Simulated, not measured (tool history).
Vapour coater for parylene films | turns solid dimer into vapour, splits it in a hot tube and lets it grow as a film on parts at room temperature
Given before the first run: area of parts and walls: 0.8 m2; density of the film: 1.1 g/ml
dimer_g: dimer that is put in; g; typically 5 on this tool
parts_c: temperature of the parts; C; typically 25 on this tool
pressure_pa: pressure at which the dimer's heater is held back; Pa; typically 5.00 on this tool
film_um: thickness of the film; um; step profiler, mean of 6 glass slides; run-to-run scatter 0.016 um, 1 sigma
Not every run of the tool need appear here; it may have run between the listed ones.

Run 1, hour 0.0: usual settings. Result: film_um 3.62 um.
Run 2, hour 14.6: usual settings. Result: film_um 3.58 um.
Run 3, hour 33.1: usual settings. Result: film_um 3.60 um.
Run 4, hour 52.5: usual settings. Result: film_um 3.60 um.
Run 5, hour 68.7: usual settings. Result: film_um 3.59 um.
Run 6, hour 86.6: usual settings but parts_c 29 C. Result: film_um 3.24 um.
Run 7, hour 95.8: usual settings. Result: film_um 3.56 um.
Run 8, hour 111.9: usual settings. Result: film_um 3.57 um.
Run 9, hour 120.8: usual settings. Result: film_um 3.58 um.
Run 10, hour 140.9: usual settings. Result: film_um 3.59 um.
Run 11, hour 159.5: usual settings. Result: film_um 3.55 um.
Run 12, hour 175.7: usual settings. Result: film_um 3.55 um.
Run 13, hour 189.2: usual settings. Result: film_um 3.58 um.
Run 14, hour 205.7: usual settings. Result: film_um 3.54 um.
Run 15, hour 218.6: usual settings but pressure_pa 9.79 Pa. Result: film_um 3.23 um.
Run 16, hour 237.5: usual settings but pressure_pa 9.79 Pa. Result: film_um 3.23 um.
Run 17, hour 248.9: usual settings but pressure_pa 9.79 Pa. Result: film_um 3.19 um.
Run 18, hour 260.5: usual settings but parts_c 19 C. Result: film_um 4.10 um.
Run 19, hour 270.4: usual settings but dimer_g 3 g, parts_c 23 C, pressure_pa 6.86 Pa. Result: film_um 2.14 um.
Run 20, hour 281.3: usual settings but dimer_g 3 g, parts_c 23 C, pressure_pa 6.86 Pa. Result: film_um 2.12 um.
Run 21, hour 290.4: usual settings but dimer_g 4 g, parts_c 33 C, pressure_pa 4.23 Pa. Result: film_um 2.39 um.
At hour 295.9: trap's valve overhauled.
Run 22, hour 309.1: usual settings but dimer_g 4 g, parts_c 33 C, pressure_pa 4.23 Pa. Result: film_um 2.37 um.
Run 23, hour 318.7: usual settings but parts_c 29 C, pressure_pa 2.38 Pa. Result: film_um 3.55 um.
Run 24, hour 328.8: usual settings but parts_c 29 C, pressure_pa 2.38 Pa. Result: film_um 3.53 um.
Run 25, hour 338.8: usual settings but parts_c 29 C, pressure_pa 2.38 Pa. Result: film_um 3.56 um.
At hour 351.3: trap's valve overhauled, once more.
Run 26, hour 351.3: usual settings but dimer_g 7 g, parts_c 28 C, pressure_pa 9.75 Pa. Result: film_um 4.29 um.
Run 27, hour 367.4: usual settings but dimer_g 7 g, parts_c 28 C, pressure_pa 9.75 Pa. Result: film_um 4.33 um.
Run 28, hour 379.1: usual settings but dimer_g 4 g, parts_c 28 C, pressure_pa 9.75 Pa. Result: film_um 2.43 um.
Run 29, hour 391.2: usual settings but dimer_g 4 g, parts_c 33 C, pressure_pa 9.75 Pa. Result: film_um 2.17 um.
Run 30, hour 406.9: usual settings but dimer_g 8 g, parts_c 30 C. Result: film_um 5.13 um.
Run 31, hour 416.8: usual settings but dimer_g 4 g, parts_c 19 C. Result: film_um 3.35 um.
Run 32, hour 427.4: usual settings but dimer_g 4 g, parts_c 19 C. Result: film_um 3.35 um.
Run 33, hour 439.1: usual settings but dimer_g 6 g, parts_c 26 C, pressure_pa 2.92 Pa. Result: film_um 4.60 um.
Run 34, hour 454.2: usual settings but dimer_g 3 g, parts_c 24 C, pressure_pa 7.34 Pa. Result: film_um 2.10 um.

How would selected steps in film_um from run to run divide? Give the signed amount a tool lacking its hidden state would still show from settings, what came in and random variation, and the signed amount left for the hidden state, including any gauge scatter that is not in both of the compared results.
Unlogged tool condition in this case: vapour lost through the trap's worn valve, %; true temperature of the parts over the reading, C; drift of the gauge itself on film_um, %.
Run 18 -> 19: dimer_g 5 -> 3, parts_c 19 -> 23, pressure_pa 5.00 -> 6.86. film_um -1.96 um: hidden state +0.04, all else -2.00.
Run 22 -> 23: dimer_g 4 -> 5, parts_c 33 -> 29, pressure_pa 4.23 -> 2.38. film_um +1.18 um: hidden state -0.05, all else +1.23.
Run 25 -> 26: dimer_g 5 -> 7, parts_c 29 -> 28, pressure_pa 2.38 -> 9.75, trap's valve overhauled, once more. film_um +0.73 um: hidden state +0.14, all else +0.59.
Run 29 -> 30: dimer_g 4 -> 8, parts_c 33 -> 30, pressure_pa 9.75 -> 5.00. film_um +2.96 um: hidden state +0.00, all else +2.96.
Run 33 -> 34: dimer_g 6 -> 3, parts_c 26 -> 24, pressure_pa 2.92 -> 7.34. film_um -2.50 um: hidden state +0.00, all else -2.50.
